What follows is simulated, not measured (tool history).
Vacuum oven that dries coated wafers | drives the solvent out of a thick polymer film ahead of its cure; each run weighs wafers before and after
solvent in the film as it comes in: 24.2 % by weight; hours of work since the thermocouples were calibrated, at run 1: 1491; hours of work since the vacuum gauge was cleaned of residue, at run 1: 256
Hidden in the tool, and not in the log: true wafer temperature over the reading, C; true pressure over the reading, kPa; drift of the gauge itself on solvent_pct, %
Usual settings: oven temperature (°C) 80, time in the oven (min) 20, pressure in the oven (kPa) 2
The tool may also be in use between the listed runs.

run,hour,oven temperature (°C),time in the oven (min),pressure in the oven (kPa),hours of work since the thermocouples were calibrated,hours of work since the vacuum gauge was cleaned of residue,solvent left in the film (%)
1,0,80,20,2,1491,256,1.44
2,17.9,80,20,2,1500,265,1.48
3,44.3,80,20,2,1514,278,1.45
4,63.8,80,20,2,1524,288,1.46
# hour 68.8: oven's thermocouples calibrated
5,86.2,80,20,2,9,299,1.33
6,103,80,20,2,18,307,1.31
7,135.6,80,20,2,34,324,1.33
8,150.8,80,24,2,42,332,1.07
9,170,80,24,2,52,342,1.09
10,190,80,24,3.31,62,352,1.61
11,222.9,71,20,2,79,369,3.83
# hour 233.8: oven's thermocouples calibrated, once more
12,245.2,80,20,2,6,379,1.79
13,275.8,80,20,2,21,395,1.76
14,301.8,80,20,1.24,35,408,1.46
15,337.9,88,20,2,53,427,0.78
16,357.8,80,20,1.64,63,437,1.62
17,377.1,80,20,2,73,447,1.74
18,393,77,14,1.57,82,455,4.04
19,413.8,76,12,2,92,466,5.58
20,438,76,12,2,105,478,5.58
21,462.5,76,11,1.73,117,490,6.07
22,483.3,76,11,3.61,128,501,6.78
23,517.9,76,11,3.61,145,519,6.8
24,544.3,76,11,3.61,159,532,6.81
25,579.9,86,20,3.72,177,551,1.48
26,605.7,88,26,1.17,190,564,0.46
27,628.9,88,26,1.17,202,576,0.44
28,647.1,69,23,4.93,212,585,6.58
29,678.3,75,22,7.56,228,601,5.51
30,700.1,75,22,7.56,239,612,5.54
31,732.7,71,11,1.08,255,629,8.33
32,753.8,80,10,2,266,640,4.83
33,771.4,80,10,2,275,649,4.88

5 ways to go on from here, each from the tool as it stands after run 33. What would each give?
A,803.5,93,10,3.08,292,665,?
B,803.5,69,36,6.9,292,665,?
C,803.5,78,14,2,292,665,?
D,803.5,83,19,1.37,292,665,?
E,803.5,77,20,2,292,665,?

run,solvent left in the film (%)
A,1.34
B,5.94
C,3.75
D,1.09
E,2.47
Without the tool's hidden state the same runs would have given:
run,solvent left in the film (%)
A,1.34
B,5.97
C,3.83
D,1.07
E,2.49
